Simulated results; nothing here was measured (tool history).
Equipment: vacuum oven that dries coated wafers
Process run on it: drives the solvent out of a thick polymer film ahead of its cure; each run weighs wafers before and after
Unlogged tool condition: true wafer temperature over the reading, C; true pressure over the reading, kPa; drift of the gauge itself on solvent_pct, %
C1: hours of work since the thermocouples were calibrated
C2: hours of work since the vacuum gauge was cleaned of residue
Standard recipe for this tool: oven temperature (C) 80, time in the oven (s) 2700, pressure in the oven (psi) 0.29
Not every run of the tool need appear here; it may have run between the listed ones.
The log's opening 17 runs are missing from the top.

{"run": 18, "day": 23.042, "oven temperature (C)": 80, "time in the oven (s)": 4260, "pressure in the oven (psi)": 0.29, "C1": 786, "C2": 492, "solvent left in the film (%)": 0.92}
{"run": 19, "day": 24.438, "oven temperature (C)": 80, "time in the oven (s)": 4260, "pressure in the oven (psi)": 0.29, "C1": 809, "C2": 515, "solvent left in the film (%)": 0.94}
{"day": 25.808, "done": "oven's thermocouples calibrated"}
{"run": 20, "day": 25.908, "oven temperature (C)": 89, "time in the oven (s)": 1920, "pressure in the oven (psi)": 0.29, "C1": 2, "C2": 538, "solvent left in the film (%)": 2.06}
{"run": 21, "day": 27.396, "oven temperature (C)": 89, "time in the oven (s)": 1920, "pressure in the oven (psi)": 0.29, "C1": 26, "C2": 563, "solvent left in the film (%)": 2.04}
{"run": 22, "day": 28.188, "oven temperature (C)": 80, "time in the oven (s)": 1500, "pressure in the oven (psi)": 1.011, "C1": 39, "C2": 576, "solvent left in the film (%)": 5.43}
{"run": 23, "day": 29.075, "oven temperature (C)": 80, "time in the oven (s)": 2220, "pressure in the oven (psi)": 0.377, "C1": 54, "C2": 591, "solvent left in the film (%)": 3.12}
{"run": 24, "day": 30.108, "oven temperature (C)": 80, "time in the oven (s)": 2220, "pressure in the oven (psi)": 0.377, "C1": 71, "C2": 608, "solvent left in the film (%)": 3.11}
{"run": 25, "day": 30.942, "oven temperature (C)": 77, "time in the oven (s)": 2880, "pressure in the oven (psi)": 0.363, "C1": 85, "C2": 621, "solvent left in the film (%)": 2.65}
{"run": 26, "day": 31.933, "oven temperature (C)": 89, "time in the oven (s)": 2580, "pressure in the oven (psi)": 0.29, "C1": 101, "C2": 638, "solvent left in the film (%)": 1.19}
{"run": 27, "day": 33.162, "oven temperature (C)": 81, "time in the oven (s)": 3180, "pressure in the oven (psi)": 0.505, "C1": 122, "C2": 658, "solvent left in the film (%)": 1.89}
{"run": 28, "day": 34.529, "oven temperature (C)": 81, "time in the oven (s)": 3180, "pressure in the oven (psi)": 0.505, "C1": 144, "C2": 681, "solvent left in the film (%)": 1.88}
{"run": 29, "day": 35.492, "oven temperature (C)": 94, "time in the oven (s)": 2700, "pressure in the oven (psi)": 0.29, "C1": 160, "C2": 697, "solvent left in the film (%)": 0.66}
{"run": 30, "day": 36.608, "oven temperature (C)": 95, "time in the oven (s)": 3240, "pressure in the oven (psi)": 0.187, "C1": 179, "C2": 715, "solvent left in the film (%)": 0.34}
{"run": 31, "day": 37.779, "oven temperature (C)": 76, "time in the oven (s)": 4440, "pressure in the oven (psi)": 0.564, "C1": 198, "C2": 735, "solvent left in the film (%)": 1.85}
{"run": 32, "day": 38.967, "oven temperature (C)": 76, "time in the oven (s)": 4440, "pressure in the oven (psi)": 0.564, "C1": 218, "C2": 754, "solvent left in the film (%)": 1.84}
{"run": 33, "day": 40.854, "oven temperature (C)": 76, "time in the oven (s)": 1680, "pressure in the oven (psi)": 0.564, "C1": 249, "C2": 786, "solvent left in the film (%)": 5.29}
{"run": 34, "day": 41.667, "oven temperature (C)": 76, "time in the oven (s)": 1680, "pressure in the oven (psi)": 0.564, "C1": 263, "C2": 799, "solvent left in the film (%)": 5.31}
{"run": 35, "day": 42.588, "oven temperature (C)": 85, "time in the oven (s)": 1680, "pressure in the oven (psi)": 0.564, "C1": 278, "C2": 814, "solvent left in the film (%)": 3.44}
{"run": 36, "day": 44.412, "oven temperature (C)": 85, "time in the oven (s)": 1680, "pressure in the oven (psi)": 0.564, "C1": 308, "C2": 844, "solvent left in the film (%)": 3.4}
{"run": 37, "day": 45.204, "oven temperature (C)": 85, "time in the oven (s)": 1680, "pressure in the oven (psi)": 0.564, "C1": 321, "C2": 858, "solvent left in the film (%)": 3.39}
{"run": 38, "day": 46.483, "oven temperature (C)": 82, "time in the oven (s)": 4080, "pressure in the oven (psi)": 1.054, "C1": 342, "C2": 879, "solvent left in the film (%)": 1.89}

Below are 5 alternative next runs, each starting from the tool's condition after run 38. Predict each:
{"run": "A", "day": 48.225, "oven temperature (C)": 86, "time in the oven (s)": 1380, "pressure in the oven (psi)": 0.471, "C1": 371, "C2": 908, "solvent left in the film (%)": "?"}
{"run": "B", "day": 48.225, "oven temperature (C)": 70, "time in the oven (s)": 1380, "pressure in the oven (psi)": 1.107, "C1": 371, "C2": 908, "solvent left in the film (%)": "?"}
{"run": "C", "day": 48.225, "oven temperature (C)": 82, "time in the oven (s)": 2940, "pressure in the oven (psi)": 0.396, "C1": 371, "C2": 908, "solvent left in the film (%)": "?"}
{"run": "D", "day": 48.225, "oven temperature (C)": 92, "time in the oven (s)": 2700, "pressure in the oven (psi)": 0.29, "C1": 371, "C2": 908, "solvent left in the film (%)": "?"}
{"run": "E", "day": 48.225, "oven temperature (C)": 82, "time in the oven (s)": 4080, "pressure in the oven (psi)": 0.164, "C1": 371, "C2": 908, "solvent left in the film (%)": "?"}

run=A solvent_left_in_the_film_(%)=3.91
run=B solvent_left_in_the_film_(%)=7.98
run=C solvent_left_in_the_film_(%)=1.79
run=D solvent_left_in_the_film_(%)=0.8
run=E solvent_left_in_the_film_(%)=0.8
With no hidden state in the tool, these same runs would have given:
run=A solvent_left_in_the_film_(%)=3.92
run=B solvent_left_in_the_film_(%)=7.98
run=C solvent_left_in_the_film_(%)=1.77
run=D solvent_left_in_the_film_(%)=0.78
run=E solvent_left_in_the_film_(%)=0.77

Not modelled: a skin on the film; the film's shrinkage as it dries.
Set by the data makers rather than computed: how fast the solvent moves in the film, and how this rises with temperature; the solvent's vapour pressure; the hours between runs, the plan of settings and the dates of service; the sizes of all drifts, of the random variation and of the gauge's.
